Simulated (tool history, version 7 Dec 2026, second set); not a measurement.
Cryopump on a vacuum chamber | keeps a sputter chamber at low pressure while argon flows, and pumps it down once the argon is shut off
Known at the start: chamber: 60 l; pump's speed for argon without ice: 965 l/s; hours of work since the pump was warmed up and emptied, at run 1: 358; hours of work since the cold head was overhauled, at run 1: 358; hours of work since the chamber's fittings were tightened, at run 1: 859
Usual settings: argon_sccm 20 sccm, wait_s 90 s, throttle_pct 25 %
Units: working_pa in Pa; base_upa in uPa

| run | hour | argon_sccm | wait_s | throttle_pct | hours of work since the pump was warmed up and emptied | hours of work since the cold head was overhauled | hours of work since the chamber's fittings were tightened | working_pa | base_upa |
|---|---|---|---|---|---|---|---|---|---|
| 1 | 0 | 20 | 90 | 25 | 358 | 358 | 859 | 0.1443 | 2 |
| 2 | 25 | 20 | 90 | 48 | 375 | 375 | 876 | 0.0773 | 2.06 |
| 3 | 57.1 | 20 | 90 | 48 | 397 | 397 | 898 | 0.0778 | 2.13 |
| 4 | 95.6 | 20 | 90 | 48 | 423 | 423 | 924 | 0.0778 | 2.13 |
| 5 | 127 | 20 | 90 | 48 | 445 | 445 | 945 | 0.0785 | 2.17 |
| 6 | 156.1 | 20 | 90 | 48 | 465 | 465 | 965 | 0.0784 | 2.23 |
| 7 | 179.3 | 33 | 90 | 25 | 480 | 480 | 981 | 0.2403 | 2.14 |
| 8 | 208.9 | 33 | 90 | 25 | 500 | 500 | 1001 | 0.241 | 2.26 |
| 9 | 239.9 | 33 | 90 | 25 | 521 | 521 | 1022 | 0.2435 | 2.25 |
| 10 | 282.7 | 20 | 90 | 25 | 551 | 551 | 1051 | 0.1478 | 2.37 |
| 11 | 306.9 | 20 | 90 | 25 | 567 | 567 | 1068 | 0.1477 | 2.33 |
| 12 | 348 | 20 | 90 | 25 | 595 | 595 | 1096 | 0.1454 | 2.39 |
| 13 | 378.1 | 20 | 90 | 25 | 615 | 615 | 1116 | 0.1471 | 2.3 |
| 14 | 401.4 | 20 | 90 | 25 | 631 | 631 | 1132 | 0.1484 | 2.36 |
| 15 | 439.8 | 20 | 90 | 25 | 657 | 657 | 1158 | 0.1477 | 2.47 |
| 16 | 469.7 | 20 | 90 | 25 | 678 | 678 | 1178 | 0.1483 | 2.41 |
| 17 | 492.7 | 20 | 90 | 25 | 693 | 693 | 1194 | 0.1477 | 2.47 |
| 18 | 521.9 | 20 | 90 | 25 | 713 | 713 | 1214 | 0.1496 | 2.55 |
| 19 | 555.5 | 13 | 90 | 25 | 736 | 736 | 1236 | 0.0966 | 2.66 |
| 20 | 582.5 | 13 | 90 | 25 | 754 | 754 | 1255 | 0.0974 | 2.62 |
| 21 | 611.4 | 32 | 90 | 33 | 774 | 774 | 1274 | 0.1856 | 2.64 |
| 22 | 634 | 32 | 90 | 33 | 789 | 789 | 1290 | 0.1861 | 2.75 |
| 23 | 656.3 | 15 | 90 | 46 | 804 | 804 | 1305 | 0.0647 | 2.73 |
| 24 | 681.7 | 20 | 84 | 41 | 822 | 822 | 1322 | 0.0965 | 2.8 |
| 25 | 709.8 | 20 | 84 | 20 | 841 | 841 | 1341 | 0.1872 | 2.83 |
| 26 | 739.3 | 20 | 84 | 20 | 861 | 861 | 1361 | 0.1863 | 2.88 |
| 27 | 773.9 | 25 | 90 | 25 | 884 | 884 | 1385 | 0.1914 | 3.03 |
| 28 | 793.2 | 25 | 90 | 25 | 897 | 897 | 1398 | 0.1909 | 2.9 |
| 29 | 821.4 | 13 | 66 | 26 | 916 | 916 | 1417 | 0.0952 | 3.24 |
| 30 | 857.6 | 10 | 90 | 17 | 941 | 941 | 1442 | 0.1092 | 3.07 |
| 31 | 892 | 39 | 90 | 25 | 964 | 964 | 1465 | 0.2988 | 3.04 |
| 32 | 932.9 | 39 | 90 | 25 | 992 | 992 | 1493 | 0.3011 | 3.13 |
| 33 | 953.6 | 12 | 28 | 25 | 1006 | 1006 | 1507 | 0.0935 | 4.74 |
|  | 971.4 | pump warmed up, emptied and cooled again |
| 34 | 1000.6 | 12 | 28 | 25 | 20 | 1035 | 1535 | 0.0839 | 4.22 |

How the hidden state differs across the entries between the runs, from the last listed run before each to the first after it:
Between runs 33 and 34: pump warmed up, emptied and cooled again (hour 971.4)
  pump's speed, % of a pump's without ice: 72.5 -> 99.2; cold plate's temperature, K: 12.95 -> 12.97; leak into the chamber, uPa l/s: 1621 -> 1645
  measured less the result without the state, working_pa: +0.0086 -> +0.0006 Pa; base_upa: +2.02 -> +1.45 uPa
